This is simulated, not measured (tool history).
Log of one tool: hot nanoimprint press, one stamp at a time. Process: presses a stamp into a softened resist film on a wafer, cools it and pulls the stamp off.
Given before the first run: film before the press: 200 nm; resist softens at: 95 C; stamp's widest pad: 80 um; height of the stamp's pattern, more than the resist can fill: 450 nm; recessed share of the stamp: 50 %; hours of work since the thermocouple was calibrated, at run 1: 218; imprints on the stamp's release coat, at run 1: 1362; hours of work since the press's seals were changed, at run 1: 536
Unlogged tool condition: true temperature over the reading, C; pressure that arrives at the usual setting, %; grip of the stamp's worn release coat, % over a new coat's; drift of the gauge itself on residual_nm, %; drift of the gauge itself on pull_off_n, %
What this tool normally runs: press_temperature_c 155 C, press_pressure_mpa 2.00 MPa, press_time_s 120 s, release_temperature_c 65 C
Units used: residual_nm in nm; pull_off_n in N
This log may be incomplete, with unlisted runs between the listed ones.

run   hour  press_temperature_c  press_pressure_mpa  press_time_s  release_temperature_c  hours of work since the thermocouple was calibrated  imprints on the stamp's release coat  hours of work since the press's seals were changed  residual_nm  pull_off_n
  1    0.0                  155                2.00           120                     65                                                  218                                  1362                                                 536        103.1         138
      36.0  -- stamp cleaned and given a new release coat
  2   96.2                  155                2.00           120                     65                                                  262                                   113                                                 581        103.0         101
  3  152.0                  155                2.00           120                     65                                                  290                                   217                                                 608        103.9         102
  4  219.1                  155                2.00           120                     65                                                  323                                   343                                                 642        103.3         103
  5  268.0                  155                2.00           120                     65                                                  347                                   434                                                 666        104.3         105
     327.3  -- press's hydraulic seals changed and the load cell set to zero
  6  348.7                  155                2.00           120                     65                                                  383                                   571                                                  11        103.8         117
  7  419.6                  165                2.11           116                     69                                                  418                                   703                                                  46         73.3         107
  8  507.0                  155                2.00           120                     67                                                  461                                   867                                                  89        104.3         124
  9  564.0                  155                2.00           120                     67                                                  490                                   974                                                 117        105.7         121
     571.3  -- plate thermocouple calibrated
 10  623.5                  155                2.00           120                     67                                                   26                                  1079                                                 145        106.4         127
 11  698.4                  162                2.00            73                     70                                                   63                                  1220                                                 182         98.2         123
 12  782.2                  157                1.58           120                     65                                                  104                                  1377                                                 223        113.4         144

Predict each of these 3 candidate next runs independently; none follows another, all start after run 12:
     807.2  -- stamp cleaned and given a new release coat
  A  833.1                  154                2.00           180                     65                                                  126                                    49                                                 246            ?           ?
     807.2  -- stamp cleaned and given a new release coat
  B  833.1                  155                1.53           120                     65                                                  126                                    49                                                 246            ?           ?
     807.2  -- stamp cleaned and given a new release coat
  C  833.1                  155                1.67           120                     55                                                  126                                    49                                                 246            ?           ?

run  residual_nm  pull_off_n
  A         97.6         100
  B        123.3          99
  C        117.5         123
Had the tool no hidden state, the same runs would have come out as:
run  residual_nm  pull_off_n
  A         89.6          93
  B        114.7          93
  C        109.1         117
